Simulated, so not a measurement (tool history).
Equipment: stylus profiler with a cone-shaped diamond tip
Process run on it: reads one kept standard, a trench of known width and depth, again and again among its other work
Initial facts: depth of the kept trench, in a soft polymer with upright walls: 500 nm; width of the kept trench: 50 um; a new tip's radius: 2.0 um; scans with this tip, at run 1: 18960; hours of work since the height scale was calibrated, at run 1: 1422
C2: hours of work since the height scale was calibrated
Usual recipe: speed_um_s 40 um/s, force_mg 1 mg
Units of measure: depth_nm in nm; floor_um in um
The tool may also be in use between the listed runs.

{"run": 1, "hour": 0.0, "speed_um_s": 40, "force_mg": 1, "scans with this tip": 18960, "C2": 1422, "depth_nm": 501.78, "floor_um": 47.23}
{"run": 2, "hour": 54.1, "speed_um_s": 40, "force_mg": 1, "scans with this tip": 19373, "C2": 1453, "depth_nm": 501.83, "floor_um": 47.18}
{"run": 3, "hour": 78.8, "speed_um_s": 40, "force_mg": 1, "scans with this tip": 19561, "C2": 1467, "depth_nm": 501.79, "floor_um": 47.16}
{"run": 4, "hour": 136.5, "speed_um_s": 40, "force_mg": 0.48, "scans with this tip": 20001, "C2": 1500, "depth_nm": 501.06, "floor_um": 47.12}
{"run": 5, "hour": 175.8, "speed_um_s": 40, "force_mg": 2.16, "scans with this tip": 20301, "C2": 1523, "depth_nm": 503.06, "floor_um": 47.23}
{"run": 6, "hour": 212.3, "speed_um_s": 40, "force_mg": 2.16, "scans with this tip": 20579, "C2": 1544, "depth_nm": 503.14, "floor_um": 47.26}
{"hour": 216.9, "done": "new tip fitted, height scale calibrated"}
{"run": 7, "hour": 239.8, "speed_um_s": 40, "force_mg": 2.16, "scans with this tip": 175, "C2": 13, "depth_nm": 502.97, "floor_um": 47.28}
{"run": 8, "hour": 278.7, "speed_um_s": 40, "force_mg": 2.16, "scans with this tip": 472, "C2": 35, "depth_nm": 503.07, "floor_um": 47.23}
{"run": 9, "hour": 322.4, "speed_um_s": 40, "force_mg": 2.17, "scans with this tip": 805, "C2": 60, "depth_nm": 503.1, "floor_um": 47.3}
{"run": 10, "hour": 381.9, "speed_um_s": 40, "force_mg": 2.17, "scans with this tip": 1259, "C2": 94, "depth_nm": 503.18, "floor_um": 47.23}
{"run": 11, "hour": 415.9, "speed_um_s": 119, "force_mg": 1, "scans with this tip": 1518, "C2": 114, "depth_nm": 501.98, "floor_um": 46.96}
{"run": 12, "hour": 469.6, "speed_um_s": 15, "force_mg": 1, "scans with this tip": 1928, "C2": 145, "depth_nm": 501.76, "floor_um": 47.3}
{"run": 13, "hour": 524.0, "speed_um_s": 15, "force_mg": 1, "scans with this tip": 2342, "C2": 176, "depth_nm": 501.91, "floor_um": 47.27}
{"run": 14, "hour": 556.5, "speed_um_s": 15, "force_mg": 1, "scans with this tip": 2591, "C2": 194, "depth_nm": 501.82, "floor_um": 47.29}
{"run": 15, "hour": 606.8, "speed_um_s": 25, "force_mg": 0.38, "scans with this tip": 2974, "C2": 223, "depth_nm": 500.9, "floor_um": 47.3}
{"run": 16, "hour": 645.6, "speed_um_s": 61, "force_mg": 1, "scans with this tip": 3270, "C2": 245, "depth_nm": 501.75, "floor_um": 47.13}
{"run": 17, "hour": 688.4, "speed_um_s": 61, "force_mg": 1, "scans with this tip": 3597, "C2": 270, "depth_nm": 501.92, "floor_um": 47.11}
{"run": 18, "hour": 718.7, "speed_um_s": 17, "force_mg": 0.83, "scans with this tip": 3827, "C2": 287, "depth_nm": 501.65, "floor_um": 47.29}
{"run": 19, "hour": 759.9, "speed_um_s": 17, "force_mg": 0.83, "scans with this tip": 4142, "C2": 311, "depth_nm": 501.64, "floor_um": 47.31}

Hidden condition of the tool, last listed run before each entry between runs versus first listed run after:
Run 6 -> run 7: new tip fitted, height scale calibrated (hour 216.9)
  radius of the tip, um: 2.04 -> 2; height scale over the true one, %: 0.008 -> 0
  measured value less the no-hidden-state value, floor_um: -0.03 -> +0 um
